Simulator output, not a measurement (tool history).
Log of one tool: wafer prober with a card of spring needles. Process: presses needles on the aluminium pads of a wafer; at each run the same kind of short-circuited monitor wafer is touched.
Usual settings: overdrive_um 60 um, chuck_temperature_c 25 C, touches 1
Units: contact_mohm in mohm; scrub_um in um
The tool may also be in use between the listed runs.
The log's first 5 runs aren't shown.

-- hour=123 tips cleaned on abrasive film
-- hour=139.4 tips cleaned on abrasive film
run 6 hour=144.1 | overdrive_um=60 chuck_temperature_c=92 touches=1 | contact_mohm=252 scrub_um=14.48
-- hour=157.2 tips cleaned on abrasive film
-- hour=172.8 tips cleaned on abrasive film
run 7 hour=184.3 | overdrive_um=60 chuck_temperature_c=25 touches=1 | contact_mohm=238 scrub_um=14.49
-- hour=190.8 tips cleaned on abrasive film
run 8 hour=205 | overdrive_um=60 chuck_temperature_c=25 touches=1 | contact_mohm=236 scrub_um=14.53
-- hour=208.6 tips cleaned on abrasive film
-- hour=224.3 tips cleaned on abrasive film
run 9 hour=231.9 | overdrive_um=50 chuck_temperature_c=25 touches=1 | contact_mohm=243 scrub_um=12.08
-- hour=242.5 tips cleaned on abrasive film
-- hour=260.5 tips cleaned on abrasive film
-- hour=277.2 tips cleaned on abrasive film
-- hour=277.5 height of the first contact set anew
run 10 hour=278.8 | overdrive_um=60 chuck_temperature_c=25 touches=1 | contact_mohm=239 scrub_um=14.49
-- hour=292.6 tips cleaned on abrasive film
-- hour=310.5 tips cleaned on abrasive film
run 11 hour=311.2 | overdrive_um=60 chuck_temperature_c=25 touches=1 | contact_mohm=236 scrub_um=14.41
-- hour=327.7 tips cleaned on abrasive film
-- hour=343.3 tips cleaned on abrasive film
run 12 hour=352.1 | overdrive_um=60 chuck_temperature_c=25 touches=1 | contact_mohm=238 scrub_um=14.53
-- hour=360.6 tips cleaned on abrasive film
run 13 hour=371.8 | overdrive_um=67 chuck_temperature_c=25 touches=1 | contact_mohm=235 scrub_um=16.21
-- hour=379.1 tips cleaned on abrasive film
-- hour=397.6 tips cleaned on abrasive film
run 14 hour=402.5 | overdrive_um=67 chuck_temperature_c=25 touches=2 | contact_mohm=236 scrub_um=16.29
-- hour=415.6 tips cleaned on abrasive film
-- hour=433.9 tips cleaned on abrasive film
run 15 hour=442 | overdrive_um=60 chuck_temperature_c=25 touches=1 | contact_mohm=236 scrub_um=14.45
-- hour=450.2 tips cleaned on abrasive film
run 16 hour=461.4 | overdrive_um=77 chuck_temperature_c=25 touches=1 | contact_mohm=239 scrub_um=18.55
-- hour=467 tips cleaned on abrasive film
-- hour=483.9 tips cleaned on abrasive film
run 17 hour=489.4 | overdrive_um=77 chuck_temperature_c=25 touches=1 | contact_mohm=235 scrub_um=18.55
-- hour=499.7 tips cleaned on abrasive film
run 18 hour=510.2 | overdrive_um=58 chuck_temperature_c=48 touches=1 | contact_mohm=246 scrub_um=14
-- hour=516 tips cleaned on abrasive film
-- hour=534.1 tips cleaned on abrasive film
run 19 hour=548 | overdrive_um=60 chuck_temperature_c=25 touches=2 | contact_mohm=237 scrub_um=14.54
-- hour=550 tips cleaned on abrasive film
-- hour=567.2 tips cleaned on abrasive film
-- hour=584.3 tips cleaned on abrasive film
run 20 hour=585.7 | overdrive_um=60 chuck_temperature_c=25 touches=2 | contact_mohm=238 scrub_um=14.48
-- hour=602.1 tips cleaned on abrasive film
-- hour=618.5 tips cleaned on abrasive film
run 21 hour=622.2 | overdrive_um=60 chuck_temperature_c=25 touches=2 | contact_mohm=234 scrub_um=14.41

The next listed run, before its measurement:
-- hour=635.6 tips cleaned on abrasive film
run 22 hour=648.9 | overdrive_um=60 chuck_temperature_c=99 touches=2 | contact_mohm=? scrub_um=?

Run 22 gave contact_mohm 258 mohm, scrub_um 14.51 um.
Without the tool's hidden state the same run would have given contact_mohm 258 mohm, scrub_um 14.51 um.
